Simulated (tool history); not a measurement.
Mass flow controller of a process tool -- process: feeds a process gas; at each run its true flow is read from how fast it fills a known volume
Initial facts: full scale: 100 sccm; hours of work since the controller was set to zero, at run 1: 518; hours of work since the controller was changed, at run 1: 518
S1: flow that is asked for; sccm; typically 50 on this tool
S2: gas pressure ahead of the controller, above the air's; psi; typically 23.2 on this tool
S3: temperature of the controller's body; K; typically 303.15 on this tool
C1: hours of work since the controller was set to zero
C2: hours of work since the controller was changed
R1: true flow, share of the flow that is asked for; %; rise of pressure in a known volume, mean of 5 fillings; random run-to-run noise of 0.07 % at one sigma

| run | day | S1 | S2 | S3 | C1 | C2 | R1 |
|---|---|---|---|---|---|---|---|
| 1 | 0.000 | 50 | 23.2 | 303.15 | 518 | 518 | 98.72 |
| 2 | 3.662 | 50 | 24.1 | 303.15 | 581 | 581 | 98.76 |
| 3 | 7.083 | 50 | 24.1 | 303.15 | 639 | 639 | 98.83 |
| 4 | 12.579 | 57 | 23.2 | 303.15 | 733 | 733 | 99.05 |
| 5 | 16.142 | 57 | 23.2 | 303.15 | 793 | 793 | 98.96 |
| 6 | 21.096 | 19 | 23.2 | 303.15 | 878 | 878 | 98.90 |
| 7 | 23.788 | 19 | 23.2 | 303.15 | 924 | 924 | 98.79 |
| 8 | 27.450 | 50 | 23.2 | 303.15 | 986 | 986 | 99.00 |
| 9 | 31.446 | 50 | 23.2 | 303.15 | 1054 | 1054 | 99.04 |
| 10 | 34.383 | 50 | 23.2 | 303.15 | 1104 | 1104 | 99.15 |
| 11 | 38.679 | 50 | 23.2 | 303.15 | 1177 | 1177 | 99.06 |
| 12 | 44.662 | 50 | 23.2 | 303.15 | 1279 | 1279 | 99.14 |
| 13 | 48.358 | 44 | 23.2 | 303.15 | 1342 | 1342 | 99.07 |
| 14 | 54.508 | 44 | 23.2 | 303.15 | 1447 | 1447 | 99.17 |
| 15 | 58.525 | 44 | 23.2 | 303.15 | 1515 | 1515 | 99.16 |
| 16 | 63.621 | 44 | 23.2 | 303.15 | 1602 | 1602 | 99.21 |
| 17 | 68.892 | 50 | 23.2 | 303.15 | 1692 | 1692 | 99.28 |
|  | 69.212 | controller's zero set anew |
| 18 | 74.708 | 50 | 23.2 | 303.15 | 94 | 1791 | 99.63 |
| 19 | 79.121 | 50 | 23.2 | 303.15 | 169 | 1866 | 99.60 |
|  | 82.029 | controller's zero set anew, once more |
| 20 | 84.471 | 50 | 23.2 | 303.15 | 42 | 1957 | 99.01 |
| 21 | 90.000 | 50 | 23.2 | 303.15 | 136 | 2051 | 98.89 |
| 22 | 96.108 | 50 | 23.2 | 303.15 | 240 | 2155 | 99.01 |
| 23 | 99.742 | 50 | 29.2 | 303.15 | 302 | 2217 | 99.46 |
| 24 | 104.467 | 12 | 35.5 | 298.15 | 382 | 2297 | 99.63 |
| 25 | 107.212 | 12 | 35.5 | 298.15 | 429 | 2344 | 99.77 |
| 26 | 112.892 | 37 | 35.5 | 304.15 | 526 | 2441 | 99.43 |
| 27 | 116.117 | 37 | 35.5 | 304.15 | 581 | 2496 | 99.46 |
| 28 | 119.546 | 83 | 23.2 | 303.15 | 639 | 2554 | 99.91 |
| 29 | 125.062 | 12 | 34.5 | 298.15 | 733 | 2648 | 100.24 |
| 30 | 130.892 | 10 | 31.6 | 309.15 | 832 | 2747 | 99.86 |
| 31 | 136.467 | 10 | 31.6 | 309.15 | 927 | 2842 | 100.14 |
| 32 | 141.588 | 10 | 31.6 | 309.15 | 1014 | 2930 | 100.13 |

Estimate the outcome of run 33 from the log above:
| 33 | 145.808 | 10 | 26.5 | 309.15 | 1086 | 3001 | ? |

Run 33 measured R1 100.05 %.
Had the tool carried no hidden state, the very same run would have given R1 97.16 %.
